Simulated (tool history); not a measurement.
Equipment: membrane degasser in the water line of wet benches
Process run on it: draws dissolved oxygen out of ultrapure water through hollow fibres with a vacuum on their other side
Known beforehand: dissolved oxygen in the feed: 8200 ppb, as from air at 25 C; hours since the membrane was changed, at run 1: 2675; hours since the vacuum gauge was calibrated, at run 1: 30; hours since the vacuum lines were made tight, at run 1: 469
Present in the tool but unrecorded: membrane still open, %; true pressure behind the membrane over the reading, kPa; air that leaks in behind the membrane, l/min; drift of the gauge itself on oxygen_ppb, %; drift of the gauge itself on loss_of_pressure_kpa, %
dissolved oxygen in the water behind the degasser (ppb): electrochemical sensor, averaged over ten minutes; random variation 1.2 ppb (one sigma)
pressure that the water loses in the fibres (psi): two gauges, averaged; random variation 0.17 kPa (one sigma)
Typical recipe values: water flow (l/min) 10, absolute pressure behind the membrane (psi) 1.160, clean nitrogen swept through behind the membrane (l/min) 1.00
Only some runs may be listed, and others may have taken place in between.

run	day	water flow (l/min)	absolute pressure behind the membrane (psi)	clean nitrogen swept through behind the membrane (l/min)	hours since the membrane was changed	hours since the vacuum gauge was calibrated	hours since the vacuum lines were made tight	dissolved oxygen in the water behind the degasser (ppb)	pressure that the water loses in the fibres (psi)
1	0.000	10	1.160	1.00	2675	30	469	118.4	3.877
2	4.042	10	1.160	1.00	2772	127	566	118.2	3.894
3	7.517	10	1.160	1.00	2855	211	650	120.0	3.859
4	12.650	10	1.160	1.00	2979	334	773	119.0	3.890
5	16.238	10	1.160	0.49	3065	420	859	223.2	3.873
6	20.504	10	1.160	0.56	3167	522	962	196.5	3.891
7	24.333	10	1.160	0.56	3259	614	1053	194.6	3.917
8	26.729	10	1.160	0.56	3316	672	1111	195.3	3.865
9	31.304	10	1.160	0.56	3426	782	1221	199.3	3.935
10	35.842	11	1.160	1.00	3535	890	1330	134.6	4.306
11	38.933	10	0.789	1.00	3609	965	1404	60.6	3.941
12	43.867	10	1.160	1.00	3728	1083	1522	121.0	3.925
13	47.771	10	1.160	1.00	3821	1177	1616	122.2	3.922
14	51.271	10	1.841	1.00	3905	1261	1700	230.9	3.946
15	53.612	10	1.841	1.00	3962	1317	1756	230.2	3.949
16	56.017	10	1.841	1.00	4019	1375	1814	228.6	3.903
17	60.638	6	1.160	2.47	4130	1486	1925	32.0	2.357
18	62.771	15	1.160	1.53	4181	1537	1976	128.8	5.903
19	65.692	6	1.226	1.55	4252	1607	2046	53.7	2.354
20	68.546	12	1.562	1.89	4320	1675	2114	129.1	4.772
21	71.671	12	1.562	1.89	4395	1750	2190	128.6	4.751
22	75.775	12	1.562	1.89	4494	1849	2288	127.5	4.756
23	78.638	13	1.083	0.62	4562	1918	2357	213.5	5.110
24	82.238	8	1.160	1.06	4649	2004	2443	94.5	3.157
25	84.733	6	1.240	2.12	4709	2064	2503	41.2	2.368
26	87.458	6	1.240	2.12	4774	2129	2568	41.0	2.393
27	89.604	6	0.732	0.70	4826	2181	2620	43.2	2.368
28	94.388	6	0.732	0.70	4940	2296	2735	43.0	2.357
29	97.329	16	1.014	1.51	5011	2366	2805	119.3	6.351
30	100.829	6	2.412	1.60	5095	2450	2889	129.2	2.382
31	105.800	6	2.412	1.60	5214	2569	3009	129.0	2.411

Results for each run, recomputed without the tool's hidden state and with each run's random variation untouched:
run	dissolved oxygen in the water behind the degasser (ppb)	pressure that the water loses in the fibres (psi)
1	117.6	3.787
2	117.2	3.801
3	118.8	3.765
4	117.5	3.790
5	221.2	3.771
6	194.2	3.787
7	192.0	3.810
8	192.5	3.756
9	196.0	3.822
10	131.3	4.177
11	58.0	3.820
12	117.6	3.801
13	118.6	3.796
14	226.2	3.817
15	225.3	3.817
16	223.6	3.770
17	30.4	2.274
18	122.9	5.696
19	51.3	2.270
20	124.2	4.601
21	123.6	4.577
22	122.3	4.576
23	205.3	4.912
24	90.0	3.034
25	38.8	2.276
26	38.6	2.299
27	39.4	2.271
28	39.1	2.260
29	110.7	6.083
30	123.4	2.280
31	123.0	2.306
